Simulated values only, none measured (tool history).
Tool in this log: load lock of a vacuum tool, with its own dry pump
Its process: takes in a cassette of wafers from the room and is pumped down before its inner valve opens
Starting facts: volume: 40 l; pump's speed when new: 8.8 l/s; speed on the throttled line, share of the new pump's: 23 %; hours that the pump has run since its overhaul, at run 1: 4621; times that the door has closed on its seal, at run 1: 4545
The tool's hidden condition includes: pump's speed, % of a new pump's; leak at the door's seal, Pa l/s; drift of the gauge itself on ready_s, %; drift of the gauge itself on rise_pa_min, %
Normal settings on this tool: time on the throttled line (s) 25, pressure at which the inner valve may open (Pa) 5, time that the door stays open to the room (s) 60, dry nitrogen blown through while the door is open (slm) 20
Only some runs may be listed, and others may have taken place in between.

| run | hour | time on the throttled line (s) | pressure at which the inner valve may open (Pa) | time that the door stays open to the room (s) | dry nitrogen blown through while the door is open (slm) | hours that the pump has run since its overhaul | times that the door has closed on its seal | incoming humidity of the room's air, % | time from the closed door until the inner valve may open (s) | rise of the pressure with all valves shut (Pa/min) |
|---|---|---|---|---|---|---|---|---|---|---|
| 1 | 0 | 25 | 5 | 60 | 20 | 4621 | 4545 | 43.5 | 65.6 | 0.044 |
| 2 | 382.8 | 25 | 5 | 60 | 20 | 5004 | 5436 | 41.7 | 65.9 | 0.041 |
| 3 | 862.9 | 25 | 5 | 60 | 20 | 5484 | 6553 | 47.4 | 65.5 | 0.044 |
| 4 | 1427.5 | 25 | 5 | 60 | 20 | 6049 | 7867 | 44.4 | 65.8 | 0.039 |
| 5 | 1691 | 25 | 5 | 60 | 11 | 6312 | 8480 | 47.7 | 65.4 | 0.058 |
| 6 | 1986.8 | 25 | 5 | 60 | 11 | 6608 | 9168 | 43.5 | 64.4 | 0.05 |
| 7 | 2440.3 | 25 | 5 | 60 | 11 | 7062 | 10224 | 47.7 | 65.3 | 0.06 |
| 8 | 2770.9 | 25 | 5 | 60 | 11 | 7392 | 10993 | 43.9 | 65.1 | 0.048 |
| 9 | 3143.2 | 25 | 5 | 212 | 20 | 7765 | 11860 | 44.3 | 66.2 | 0.078 |
| 10 | 3454.7 | 36 | 5 | 212 | 20 | 8076 | 12584 | 46.8 | 73.9 | 0.084 |
| 11 | 4030.1 | 25 | 5 | 37 | 20 | 8652 | 13923 | 44.4 | 65 | 0.034 |
| 12 | 4387.4 | 25 | 5 | 37 | 20 | 9009 | 14755 | 47.6 | 65.1 | 0.036 |
| 13 | 4763.3 | 25 | 5 | 37 | 20 | 9385 | 15629 | 43.9 | 64.6 | 0.038 |
| 14 | 5123.2 | 25 | 5 | 37 | 20 | 9745 | 16467 | 46.3 | 65.7 | 0.035 |
| 15 | 5538.2 | 25 | 5 | 37 | 20 | 10160 | 17433 | 41.5 | 65.6 | 0.031 |
| 16 | 5918.1 | 25 | 5 | 60 | 13 | 10540 | 18317 | 41.3 | 64.7 | 0.048 |
| 17 | 6549.7 | 25 | 7 | 34 | 20 | 11171 | 19786 | 46.1 | 63 | 0.029 |
| 18 | 7113.4 | 25 | 5 | 80 | 34 | 11735 | 21098 | 45.9 | 65.3 | 0.043 |

For run 19, what comes out?
| 19 | 7391 | 17 | 6 | 55 | 34 | 12013 | 21744 | 46.9 | ? | ? |

Run 19 yielded time from the closed door until the inner valve may open (s) 57.3, rise of the pressure with all valves shut (Pa/min) 0.033.
Had the tool carried no hidden state, the very same run would have given time from the closed door until the inner valve may open (s) 57.3, rise of the pressure with all valves shut (Pa/min) 0.033.
